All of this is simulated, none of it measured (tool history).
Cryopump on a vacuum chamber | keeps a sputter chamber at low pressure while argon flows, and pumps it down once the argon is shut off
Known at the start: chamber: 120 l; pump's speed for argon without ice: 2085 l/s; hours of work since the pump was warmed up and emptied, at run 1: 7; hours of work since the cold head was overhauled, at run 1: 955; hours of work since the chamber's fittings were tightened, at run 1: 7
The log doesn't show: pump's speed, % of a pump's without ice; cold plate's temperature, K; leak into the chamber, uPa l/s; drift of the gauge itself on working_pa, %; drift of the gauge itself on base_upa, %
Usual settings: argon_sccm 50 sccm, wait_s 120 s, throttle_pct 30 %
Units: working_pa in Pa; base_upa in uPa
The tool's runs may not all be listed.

| run | hour | argon_sccm | wait_s | throttle_pct | hours of work since the pump was warmed up and emptied | hours of work since the cold head was overhauled | hours of work since the chamber's fittings were tightened | working_pa | base_upa |
|---|---|---|---|---|---|---|---|---|---|
| 1 | 0.0 | 50 | 120 | 30 | 7 | 955 | 7 | 0.1357 | 0.41 |
| 2 | 38.4 | 50 | 120 | 30 | 30 | 977 | 30 | 0.1362 | 0.45 |
| 3 | 72.8 | 50 | 120 | 30 | 50 | 998 | 50 | 0.1357 | 0.45 |
| 4 | 126.3 | 50 | 120 | 15 | 82 | 1030 | 82 | 0.2738 | 0.45 |
| 5 | 183.4 | 50 | 120 | 15 | 116 | 1063 | 116 | 0.2727 | 0.52 |
| 6 | 219.8 | 50 | 120 | 15 | 138 | 1085 | 138 | 0.2742 | 0.55 |
| 7 | 265.5 | 50 | 120 | 15 | 165 | 1112 | 165 | 0.2723 | 0.55 |
| 8 | 312.2 | 50 | 120 | 15 | 192 | 1140 | 192 | 0.2718 | 0.58 |
| 9 | 361.2 | 50 | 120 | 15 | 222 | 1169 | 222 | 0.2714 | 0.61 |
| 10 | 386.2 | 50 | 120 | 30 | 236 | 1184 | 236 | 0.1397 | 0.62 |
| 11 | 423.3 | 50 | 120 | 30 | 258 | 1206 | 258 | 0.1386 | 0.66 |
| 12 | 467.1 | 26 | 120 | 30 | 284 | 1232 | 284 | 0.0712 | 0.67 |
| 13 | 515.2 | 50 | 120 | 30 | 313 | 1260 | 313 | 0.1412 | 0.71 |
| 14 | 564.8 | 50 | 61 | 30 | 342 | 1289 | 342 | 0.1409 | 0.94 |
| 15 | 589.1 | 50 | 120 | 30 | 357 | 1304 | 357 | 0.1407 | 0.72 |
| 16 | 639.9 | 23 | 120 | 30 | 387 | 1334 | 387 | 0.0647 | 0.79 |
| 17 | 679.9 | 23 | 120 | 30 | 410 | 1358 | 410 | 0.0658 | 0.76 |
| 18 | 717.3 | 50 | 120 | 30 | 433 | 1380 | 433 | 0.1425 | 0.82 |
|  | 740.9 | pump warmed up, emptied and cooled again |
| 19 | 777.1 | 68 | 120 | 15 | 21 | 1412 | 465 | 0.3664 | 0.78 |
| 20 | 801.9 | 68 | 120 | 15 | 36 | 1427 | 480 | 0.3684 | 0.76 |
| 21 | 854.6 | 60 | 33 | 45 | 67 | 1458 | 511 | 0.1105 | 1.48 |
| 22 | 886.1 | 22 | 30 | 33 | 86 | 1477 | 530 | 0.0552 | 1.62 |
| 23 | 928.1 | 22 | 30 | 33 | 111 | 1502 | 555 | 0.0550 | 1.64 |
| 24 | 956.3 | 32 | 108 | 33 | 128 | 1519 | 571 | 0.0791 | 0.89 |
| 25 | 981.7 | 45 | 293 | 22 | 143 | 1534 | 586 | 0.1684 | 0.76 |
| 26 | 1008.8 | 45 | 293 | 22 | 159 | 1550 | 602 | 0.1662 | 0.79 |
| 27 | 1061.4 | 97 | 120 | 31 | 190 | 1581 | 634 | 0.2623 | 0.94 |
| 28 | 1104.7 | 51 | 188 | 30 | 216 | 1607 | 659 | 0.1424 | 0.86 |
| 29 | 1148.1 | 84 | 32 | 30 | 241 | 1632 | 685 | 0.2336 | 1.63 |
| 30 | 1182.8 | 50 | 120 | 15 | 262 | 1653 | 706 | 0.2730 | 0.98 |
| 31 | 1225.8 | 37 | 58 | 20 | 288 | 1678 | 731 | 0.1534 | 1.33 |
| 32 | 1267.2 | 72 | 120 | 35 | 312 | 1703 | 756 | 0.1736 | 1.04 |
| 33 | 1295.1 | 40 | 20 | 35 | 329 | 1719 | 772 | 0.0965 | 2.39 |
| 34 | 1352.0 | 40 | 20 | 35 | 362 | 1753 | 806 | 0.0972 | 2.30 |
| 35 | 1404.2 | 29 | 20 | 35 | 393 | 1784 | 837 | 0.0699 | 2.42 |

Measured less the same run without the tool's hidden state. The same run-to-run variation is in both; the gauge's scatter may not be:
| run | working_pa | base_upa |
|---|---|---|
| 1 | +0.0008 | +0.02 |
| 2 | +0.0012 | +0.04 |
| 3 | +0.0014 | +0.05 |
| 4 | +0.0018 | +0.08 |
| 5 | +0.0022 | +0.11 |
| 6 | +0.0025 | +0.13 |
| 7 | +0.0029 | +0.15 |
| 8 | +0.0032 | +0.18 |
| 9 | +0.0036 | +0.21 |
| 10 | +0.0039 | +0.23 |
| 11 | +0.0041 | +0.24 |
| 12 | +0.0024 | +0.27 |
| 13 | +0.0050 | +0.30 |
| 14 | +0.0053 | +0.32 |
| 15 | +0.0056 | +0.34 |
| 16 | +0.0027 | +0.38 |
| 17 | +0.0029 | +0.38 |
| 18 | +0.0068 | +0.43 |
| 19 | +0.0014 | +0.38 |
| 20 | +0.0017 | +0.38 |
| 21 | +0.0020 | +0.43 |
| 22 | +0.0009 | +0.44 |
| 23 | +0.0010 | +0.48 |
| 24 | +0.0016 | +0.49 |
| 25 | +0.0024 | +0.50 |
| 26 | +0.0026 | +0.52 |
| 27 | +0.0065 | +0.56 |
| 28 | +0.0038 | +0.58 |
| 29 | +0.0068 | +0.58 |
| 30 | +0.0043 | +0.61 |
| 31 | +0.0034 | +0.65 |
| 32 | +0.0073 | +0.67 |
| 33 | +0.0043 | +0.73 |
| 34 | +0.0047 | +0.73 |
| 35 | +0.0037 | +0.78 |

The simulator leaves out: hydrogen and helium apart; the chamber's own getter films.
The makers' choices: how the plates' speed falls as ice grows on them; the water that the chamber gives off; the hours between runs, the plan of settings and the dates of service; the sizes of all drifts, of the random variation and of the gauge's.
